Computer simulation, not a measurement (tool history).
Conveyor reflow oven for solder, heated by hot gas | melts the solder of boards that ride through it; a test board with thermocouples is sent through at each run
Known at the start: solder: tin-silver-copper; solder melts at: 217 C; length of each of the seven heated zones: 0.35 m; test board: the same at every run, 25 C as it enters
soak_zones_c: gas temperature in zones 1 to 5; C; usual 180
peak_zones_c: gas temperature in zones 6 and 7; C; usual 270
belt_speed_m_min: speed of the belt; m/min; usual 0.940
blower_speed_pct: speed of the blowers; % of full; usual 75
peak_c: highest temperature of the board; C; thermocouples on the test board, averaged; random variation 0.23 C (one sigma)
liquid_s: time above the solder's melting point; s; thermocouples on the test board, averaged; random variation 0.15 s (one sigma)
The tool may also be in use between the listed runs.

run   hour  soak_zones_c  peak_zones_c  belt_speed_m_min  blower_speed_pct  peak_c  liquid_s
  1    0.0           180           270             0.940                75   255.3      35.7
  2   17.5           180           270             0.940                75   254.9      36.1
  3   29.2           180           270             0.940                75   255.3      35.5
  4   51.6           180           270             1.119                75   249.2      27.2
  5   72.0           180           270             1.119                75   248.9      27.2
  6   92.3           180           270             1.119                75   249.3      27.1
  7  103.7           180           270             1.119                75   249.2      27.1
  8  118.3           180           270             0.940                75   254.9      35.8
  9  140.2           180           270             0.940                75   255.3      35.7
 10  160.3           180           270             0.940                75   254.7      35.4
 11  171.3           175           270             0.940                75   254.2      34.2
 12  188.5           175           270             0.940                75   254.4      34.3
 13  205.8           175           270             0.940                75   254.3      34.3
 14  218.7           175           283             0.940                75   265.9      38.2
 15  233.5           175           283             0.940                75   265.2      38.2
     256.8  -- flux residue cleaned out of gas plates and filters
 16  259.1           176           268             0.940                75   251.2      33.2
 17  275.1           176           268             0.940                86   253.6      34.3
 18  290.4           176           268             0.940                86   253.3      34.4
     302.1  -- flux residue cleaned out of gas plates and filters, once more
 19  313.2           180           270             0.978                75   255.2      34.5
 20  324.2           194           268             0.978                75   256.0      38.4
 21  344.7           194           268             0.978                75   255.8      38.0
 22  367.4           194           268             0.978                75   256.3      38.6
 23  386.1           173           268             0.978                51   245.2      27.5
 24  397.7           173           268             0.978                51   245.0      27.3
 25  407.5           173           268             0.978                51   245.1      27.3
 26  418.7           172           268             0.809                51   252.2      38.3
 27  433.2           172           268             0.809                51   252.3      38.3
 28  452.8           180           276             1.051                75   257.4      32.8
 29  469.7           180           276             1.051                75   257.9      32.7
 30  489.3           180           275             1.125                75   254.3      29.1

5 ways to go on from here, each from the tool as it stands after run 30. What would each give?
  A  503.9           180           274             1.125                75       ?         ?
  B  503.9           180           274             0.766                75       ?         ?
  C  503.9           170           263             1.125                75       ?         ?
  D  503.9           174           275             1.022                75       ?         ?
  E  503.9           180           270             0.940                77       ?         ?

run  peak_c  liquid_s
  A   253.5      28.7
  B   265.6      49.0
  C   242.4      22.1
  D   256.7      31.9
  E   256.9      36.5
Without the tool's hidden state the same runs would have given:
run  peak_c  liquid_s
  A   252.5      28.3
  B   264.3      48.4
  C   241.4      21.6
  D   255.6      31.5
  E   255.7      36.0
